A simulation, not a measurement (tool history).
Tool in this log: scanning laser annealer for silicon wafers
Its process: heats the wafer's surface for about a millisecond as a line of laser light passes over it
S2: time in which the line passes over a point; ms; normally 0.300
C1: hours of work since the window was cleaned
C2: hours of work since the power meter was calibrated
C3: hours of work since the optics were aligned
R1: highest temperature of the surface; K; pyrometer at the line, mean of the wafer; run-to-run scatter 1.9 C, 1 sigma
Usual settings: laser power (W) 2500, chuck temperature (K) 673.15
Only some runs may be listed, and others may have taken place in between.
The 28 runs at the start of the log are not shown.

Run 29, hour 343.7: usual settings but laser power (W) 2687; C1 769; C2 47; C3 92. Result: R1 1533.15 K.
Run 30, hour 357.9: usual settings but laser power (W) 2687; C1 779; C2 56; C3 101. Result: R1 1532.15 K.
Run 31, hour 367.0: usual settings but laser power (W) 2534, S2 0.316 ms, chuck temperature (K) 700.15; C1 785; C2 62; C3 107. Result: R1 1529.15 K.
Run 32, hour 382.3: usual settings but laser power (W) 2207, S2 0.239 ms, chuck temperature (K) 653.15; C1 795; C2 72; C3 117. Result: R1 1248.15 K.
Run 33, hour 390.3: usual settings but laser power (W) 2448, S2 0.378 ms, chuck temperature (K) 653.15; C1 800; C2 77; C3 122. Result: R1 1536.15 K.
Run 34, hour 400.2: usual settings but laser power (W) 2448, S2 0.378 ms, chuck temperature (K) 653.15; C1 807; C2 84; C3 129. Result: R1 1537.15 K.
Run 35, hour 414.3: usual settings but laser power (W) 2381, S2 0.259 ms, chuck temperature (K) 655.15; C1 816; C2 93; C3 138. Result: R1 1336.15 K.
Run 36, hour 430.9: usual settings but laser power (W) 2472, chuck temperature (K) 668.15; C1 827; C2 104; C3 149. Result: R1 1447.15 K.
Run 37, hour 442.9: usual settings but laser power (W) 2472, chuck temperature (K) 668.15; C1 835; C2 112; C3 157. Result: R1 1445.15 K.
At hour 451.6: window over the wafer cleaned.
Run 38, hour 458.3: usual settings but laser power (W) 2487, S2 0.355 ms, chuck temperature (K) 681.15; C1 4; C2 121; C3 166. Result: R1 1580.15 K.
Run 39, hour 470.4: usual settings but laser power (W) 2487, S2 0.221 ms, chuck temperature (K) 681.15; C1 12; C2 129; C3 174. Result: R1 1354.15 K.
Run 40, hour 483.2: usual settings but laser power (W) 2487, S2 0.221 ms, chuck temperature (K) 681.15; C1 21; C2 137; C3 182. Result: R1 1355.15 K.
Run 41, hour 492.4: usual settings but laser power (W) 2521, S2 0.221 ms, chuck temperature (K) 709.15; C1 27; C2 143; C3 188. Result: R1 1394.15 K.

What if the next run were any one of these 3? Each begins from the tool's condition after run 41:
Run A, hour 505.1: usual settings but laser power (W) 2372, S2 0.285 ms, chuck temperature (K) 689.15; C1 35; C2 151; C3 197. Result: R1 ?.
Run B, hour 505.1: usual settings but laser power (W) 2517, S2 0.336 ms, chuck temperature (K) 650.15; C1 35; C2 151; C3 197. Result: R1 ?.
Run C, hour 505.1: usual settings but S2 0.306 ms, chuck temperature (K) 665.15; C1 35; C2 151; C3 197. Result: R1 ?.

run       R1
  A  1433.15
  B  1529.15
  C  1487.15
Stripped of hidden state, with their random variation kept, the same runs would have yielded:
run       R1
  A  1438.15
  B  1534.15
  C  1492.15
